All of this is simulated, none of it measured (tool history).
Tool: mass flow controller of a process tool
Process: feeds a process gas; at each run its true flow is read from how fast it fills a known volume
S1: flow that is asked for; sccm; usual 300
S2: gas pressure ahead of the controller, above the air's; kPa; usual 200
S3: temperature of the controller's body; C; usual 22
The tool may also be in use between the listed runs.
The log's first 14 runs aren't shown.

{"run": 15, "day": 33.379, "S1": 261, "S2": 200, "S3": 30, "true flow (%)": 99.15}
{"run": 16, "day": 34.871, "S1": 300, "S2": 200, "S3": 22, "true flow (%)": 98.27}
{"run": 17, "day": 36.612, "S1": 300, "S2": 200, "S3": 22, "true flow (%)": 98.19}
{"run": 18, "day": 38.004, "S1": 450, "S2": 161, "S3": 37, "true flow (%)": 100.42}
{"run": 19, "day": 39.938, "S1": 198, "S2": 258, "S3": 27, "true flow (%)": 98.55}
{"run": 20, "day": 42.358, "S1": 271, "S2": 158, "S3": 27, "true flow (%)": 98.84}
{"run": 21, "day": 44.275, "S1": 691, "S2": 143, "S3": 25, "true flow (%)": 99.68}
{"run": 22, "day": 45.796, "S1": 691, "S2": 174, "S3": 34, "true flow (%)": 100.55}
{"run": 23, "day": 48.492, "S1": 167, "S2": 150, "S3": 37, "true flow (%)": 100.1}
{"run": 24, "day": 49.808, "S1": 225, "S2": 200, "S3": 33, "true flow (%)": 99.62}
{"run": 25, "day": 52.096, "S1": 531, "S2": 182, "S3": 36, "true flow (%)": 100.47}
{"run": 26, "day": 54.733, "S1": 531, "S2": 182, "S3": 36, "true flow (%)": 100.34}
{"run": 27, "day": 56.717, "S1": 215, "S2": 181, "S3": 22, "true flow (%)": 98.31}
{"run": 28, "day": 58.292, "S1": 215, "S2": 181, "S3": 22, "true flow (%)": 98.39}
{"run": 29, "day": 61.317, "S1": 100, "S2": 200, "S3": 37, "true flow (%)": 100.42}
{"run": 30, "day": 62.792, "S1": 100, "S2": 200, "S3": 37, "true flow (%)": 100.65}
{"run": 31, "day": 64.442, "S1": 935, "S2": 230, "S3": 22, "true flow (%)": 99.65}
{"run": 32, "day": 65.792, "S1": 237, "S2": 167, "S3": 25, "true flow (%)": 98.92}
{"run": 33, "day": 67.638, "S1": 300, "S2": 249, "S3": 33, "true flow (%)": 99.52}

Forecast each of these 5 alternatives for the next run:
{"run": "A", "day": 69.729, "S1": 385, "S2": 172, "S3": 33, "true flow (%)": "?"}
{"run": "B", "day": 69.729, "S1": 306, "S2": 256, "S3": 27, "true flow (%)": "?"}
{"run": "C", "day": 69.729, "S1": 253, "S2": 200, "S3": 21, "true flow (%)": "?"}
{"run": "D", "day": 69.729, "S1": 217, "S2": 266, "S3": 36, "true flow (%)": "?"}
{"run": "E", "day": 69.729, "S1": 383, "S2": 167, "S3": 33, "true flow (%)": "?"}

run=A true_flow_(%)=99.85
run=B true_flow_(%)=98.87
run=C true_flow_(%)=98.32
run=D true_flow_(%)=99.69
run=E true_flow_(%)=100
Without the tool's hidden state the same runs would have given:
run=A true_flow_(%)=99.22
run=B true_flow_(%)=98.13
run=C true_flow_(%)=97.47
run=D true_flow_(%)=98.74
run=E true_flow_(%)=99.37

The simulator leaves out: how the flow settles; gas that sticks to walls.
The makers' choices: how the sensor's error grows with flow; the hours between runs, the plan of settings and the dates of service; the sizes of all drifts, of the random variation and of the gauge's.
